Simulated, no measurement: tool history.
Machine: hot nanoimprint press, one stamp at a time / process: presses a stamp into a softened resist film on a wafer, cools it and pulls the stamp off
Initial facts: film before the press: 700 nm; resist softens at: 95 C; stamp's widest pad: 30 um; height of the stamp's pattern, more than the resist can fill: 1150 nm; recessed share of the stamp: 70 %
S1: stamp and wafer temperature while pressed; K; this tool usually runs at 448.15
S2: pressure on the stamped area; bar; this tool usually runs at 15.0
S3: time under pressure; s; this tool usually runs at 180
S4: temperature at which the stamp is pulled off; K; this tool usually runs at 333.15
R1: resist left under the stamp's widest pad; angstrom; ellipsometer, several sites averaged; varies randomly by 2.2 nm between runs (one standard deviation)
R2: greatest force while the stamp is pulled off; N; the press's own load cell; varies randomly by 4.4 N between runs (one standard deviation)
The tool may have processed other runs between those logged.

Run 1, hour 0.0: usual settings. Result: R1 3398 angstrom, R2 217 N.
Run 2, hour 10.2: usual settings. Result: R1 3416 angstrom, R2 218 N.
Run 3, hour 24.7: usual settings but S2 19.7 bar. Result: R1 2956 angstrom, R2 225 N.
Run 4, hour 41.8: usual settings but S2 19.7 bar. Result: R1 2953 angstrom, R2 223 N.
Run 5, hour 59.7: usual settings. Result: R1 3406 angstrom, R2 226 N.
At hour 63.9: plate thermocouple calibrated.
Run 6, hour 72.2: usual settings. Result: R1 3307 angstrom, R2 220 N.
Run 7, hour 84.0: usual settings. Result: R1 3337 angstrom, R2 233 N.
Run 8, hour 94.1: usual settings. Result: R1 3301 angstrom, R2 220 N.
Run 9, hour 103.8: usual settings but S1 455.15 K. Result: R1 2663 angstrom, R2 229 N.
At hour 113.2: plate thermocouple calibrated, once more.
Run 10, hour 123.7: usual settings but S3 177 s. Result: R1 3604 angstrom, R2 243 N.
Run 11, hour 134.6: usual settings but S3 177 s. Result: R1 3602 angstrom, R2 249 N.
Run 12, hour 143.5: usual settings but S3 177 s. Result: R1 3634 angstrom, R2 243 N.
Run 13, hour 161.7: usual settings but S2 9.2 bar. Result: R1 4540 angstrom, R2 238 N.
At hour 184.5: stamp cleaned and given a new release coat.
Run 14, hour 185.5: usual settings but S2 9.2 bar. Result: R1 4518 angstrom, R2 216 N.
Run 15, hour 194.5: usual settings but S2 9.2 bar. Result: R1 4496 angstrom, R2 223 N.
Run 16, hour 204.5: usual settings but S2 9.2 bar. Result: R1 4488 angstrom, R2 218 N.
Run 17, hour 217.7: usual settings but S2 9.2 bar. Result: R1 4546 angstrom, R2 214 N.
Run 18, hour 235.6: usual settings but S2 9.2 bar. Result: R1 4478 angstrom, R2 217 N.
Run 19, hour 246.7: usual settings but S2 20.5 bar, S4 324.15 K. Result: R1 3026 angstrom, R2 234 N.
Run 20, hour 257.3: usual settings but S2 13.6 bar, S3 313 s, S4 324.15 K. Result: R1 3118 angstrom, R2 240 N.
Run 21, hour 268.3: usual settings but S2 17.4 bar, S4 329.15 K. Result: R1 3297 angstrom, R2 237 N.
Run 22, hour 275.9: usual settings but S1 453.15 K, S2 15.3 bar, S3 104 s, S4 325.15 K. Result: R1 3588 angstrom, R2 237 N.
Run 23, hour 289.7: usual settings but S1 453.15 K, S2 13.6 bar, S3 104 s, S4 335.15 K. Result: R1 3801 angstrom, R2 235 N.
Run 24, hour 303.7: usual settings but S1 453.15 K, S2 13.6 bar, S3 104 s, S4 335.15 K. Result: R1 3808 angstrom, R2 233 N.
Run 25, hour 317.6: usual settings but S2 11.4 bar, S3 270 s. Result: R1 3585 angstrom, R2 244 N.
Run 26, hour 327.2: usual settings but S2 16.0 bar, S3 270 s. Result: R1 3002 angstrom, R2 235 N.
Run 27, hour 339.3: usual settings but S2 16.0 bar, S3 270 s. Result: R1 3027 angstrom, R2 232 N.
Run 28, hour 347.2: usual settings but S1 456.15 K, S3 340 s, S4 326.15 K. Result: R1 2209 angstrom, R2 245 N.
Run 29, hour 360.8: usual settings but S1 453.15 K, S2 10.6 bar, S3 96 s, S4 326.15 K. Result: R1 4372 angstrom, R2 257 N.

Forecast each of these 5 alternatives for the next run:
Run A, hour 372.8: usual settings but S1 453.15 K, S2 10.6 bar, S3 96 s, S4 324.15 K. Result: R1 ?, R2 ?.
Run B, hour 372.8: usual settings but S1 455.15 K, S4 329.15 K. Result: R1 ?, R2 ?.
Run C, hour 372.8: usual settings but S1 453.15 K, S2 11.6 bar, S3 261 s, S4 326.15 K. Result: R1 ?, R2 ?.
Run D, hour 372.8: usual settings but S1 456.15 K, S3 313 s. Result: R1 ?, R2 ?.
Run E, hour 372.8: usual settings but S1 449.15 K. Result: R1 ?, R2 ?.

run    R1   R2
  A  4362  259
  B  2851  253
  C  3031  262
  D  2255  242
  E  3431  240
Stripped of hidden state, with their random variation kept, the same runs would have yielded:
run    R1   R2
  A  4402  225
  B  2881  220
  C  3065  228
  D  2279  211
  E  3468  209
